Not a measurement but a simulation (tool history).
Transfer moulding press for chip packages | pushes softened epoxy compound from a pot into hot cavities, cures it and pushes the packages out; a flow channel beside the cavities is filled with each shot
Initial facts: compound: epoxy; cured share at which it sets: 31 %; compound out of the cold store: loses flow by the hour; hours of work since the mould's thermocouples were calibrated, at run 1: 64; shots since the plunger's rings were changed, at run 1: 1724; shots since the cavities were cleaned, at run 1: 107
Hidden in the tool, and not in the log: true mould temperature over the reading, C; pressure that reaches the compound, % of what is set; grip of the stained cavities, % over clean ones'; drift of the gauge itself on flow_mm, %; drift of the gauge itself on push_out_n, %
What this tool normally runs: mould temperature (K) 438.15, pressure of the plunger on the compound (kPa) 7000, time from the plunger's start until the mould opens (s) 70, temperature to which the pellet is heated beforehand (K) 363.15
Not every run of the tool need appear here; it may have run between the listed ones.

run    day  mould temperature (K)  pressure of the plunger on the compound (kPa)  time from the plunger's start until the mould opens (s)  temperature to which the pellet is heated beforehand (K)  hours of work since the mould's thermocouples were calibrated  shots since the plunger's rings were changed  shots since the cavities were cleaned  incoming compound's hours out of the cold store  length that the compound runs in the flow channel (mm)  greatest force on the pins that push the packages out (N)
  1      0                 438.15                                           7000                                                       70                                                    363.15                                                             64                                          1724                                    107                                               14                                                    1031                                                        732
  2  0.154                 438.15                                           7000                                                       70                                                    363.15                                                             66                                          1784                                    167                                               44                                                     861                                                        703
  3  0.325                 438.15                                           7000                                                       70                                                    363.15                                                             70                                          1850                                    233                                             23.8                                                     966                                                        775
  4  0.671                 438.15                                           7000                                                       70                                                    363.15                                                             76                                          1985                                    368                                             35.4                                                     897                                                        789
  5  0.862                 438.15                                           8470                                                       70                                                    363.15                                                             79                                          2059                                    442                                             22.7                                                    1069                                                        885
       1.2  -- cavities cleaned with cleaning compound and waxed
  6  1.246                 438.15                                           8470                                                       70                                                    363.15                                                             85                                          2183                                     17                                             31.7                                                    1008                                                        577
  7  1.625                 438.15                                           8470                                                       70                                                    371.15                                                             92                                          2331                                    165                                             18.7                                                    1091                                                        665
  8  1.842                 438.15                                           8470                                                       70                                                    371.15                                                             95                                          2415                                    249                                             25.5                                                    1040                                                        723
  9  2.096                 438.15                                           6030                                                       70                                                    363.15                                                            100                                          2513                                    347                                              9.6                                                     969                                                        875
 10  2.288                 438.15                                           6030                                                       70                                                    363.15                                                            103                                          2587                                    421                                             29.8                                                     859                                                        839
 11  2.592                 438.15                                           7000                                                       70                                                    363.15                                                            109                                          2706                                    540                                             13.5                                                    1018                                                        919
     2.692  -- cavities cleaned with cleaning compound and waxed
 12  2.896                 438.15                                           7000                                                       70                                                    363.15                                                            113                                          2799                                     79                                             15.9                                                    1004                                                        664
 13  3.121                 438.15                                           7000                                                       60                                                    363.15                                                            117                                          2887                                    167                                             35.2                                                     896                                                        997
 14  3.392                 438.15                                           7000                                                       70                                                    363.15                                                            122                                          2993                                    273                                             29.1                                                     925                                                        762
 15  3.567                 438.15                                           7000                                                       70                                                    363.15                                                            125                                          3060                                    340                                             15.3                                                    1002                                                        851
 16  3.908                 438.15                                           7000                                                       70                                                    363.15                                                            131                                          3193                                    473                                              8.3                                                    1045                                                        934
     4.179  -- cavities cleaned with cleaning compound and waxed
 17  4.183                 431.15                                           6870                                                       58                                                    361.15                                                            135                                          3276                                      3                                             40.4                                                     877                                                       1308
 18  4.538                 446.15                                           6870                                                       58                                                    361.15                                                            141                                          3414                                    141                                               45                                                     811                                                        608

What does the tool deliver on the next run?
 19  4.838                 446.15                                           6870                                                       70                                                    361.15                                                            147                                          3529                                    256                                             32.3                                                       ?                                                          ?

For run 19 the tool returned length that the compound runs in the flow channel (mm) 871, greatest force on the pins that push the packages out (N) 497.
Without the tool's hidden state the same run would have given length that the compound runs in the flow channel (mm) 906, greatest force on the pins that push the packages out (N) 374.

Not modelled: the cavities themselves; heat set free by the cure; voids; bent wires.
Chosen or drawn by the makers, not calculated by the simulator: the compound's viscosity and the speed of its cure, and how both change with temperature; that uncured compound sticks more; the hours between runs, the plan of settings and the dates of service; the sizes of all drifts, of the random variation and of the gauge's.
